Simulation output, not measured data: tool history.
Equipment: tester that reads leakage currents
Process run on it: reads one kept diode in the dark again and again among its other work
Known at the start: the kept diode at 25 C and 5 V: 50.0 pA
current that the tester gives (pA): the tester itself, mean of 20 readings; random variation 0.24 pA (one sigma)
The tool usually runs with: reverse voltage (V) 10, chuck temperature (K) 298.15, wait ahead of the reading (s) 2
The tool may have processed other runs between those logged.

| run | day | reverse voltage (V) | chuck temperature (K) | wait ahead of the reading (s) | current that the tester gives (pA) |
|---|---|---|---|---|---|
| 1 | 0.000 | 10 | 298.15 | 2 | 82.87 |
| 2 | 1.488 | 10 | 298.15 | 2 | 82.57 |
| 3 | 3.425 | 10 | 298.15 | 2 | 82.84 |
| 4 | 5.629 | 10 | 298.15 | 2 | 83.04 |
| 5 | 7.233 | 10 | 298.15 | 2 | 83.34 |
| 6 | 8.454 | 10 | 298.15 | 2 | 83.20 |
|  | 8.675 | chuck's temperature calibrated |
| 7 | 9.900 | 10 | 304.15 | 2 | 125.86 |
| 8 | 12.221 | 10 | 298.15 | 2 | 82.66 |
| 9 | 13.733 | 10 | 298.15 | 2 | 82.78 |
| 10 | 15.362 | 10 | 298.15 | 2 | 82.99 |

Expected results for the next run?
| 11 | 17.242 | 10 | 298.15 | 2 | ? |

current that the tester gives (pA): 82.54
With the hidden condition absent and the run-to-run variation left alone, this run would have shown current that the tester gives (pA) 76.70.

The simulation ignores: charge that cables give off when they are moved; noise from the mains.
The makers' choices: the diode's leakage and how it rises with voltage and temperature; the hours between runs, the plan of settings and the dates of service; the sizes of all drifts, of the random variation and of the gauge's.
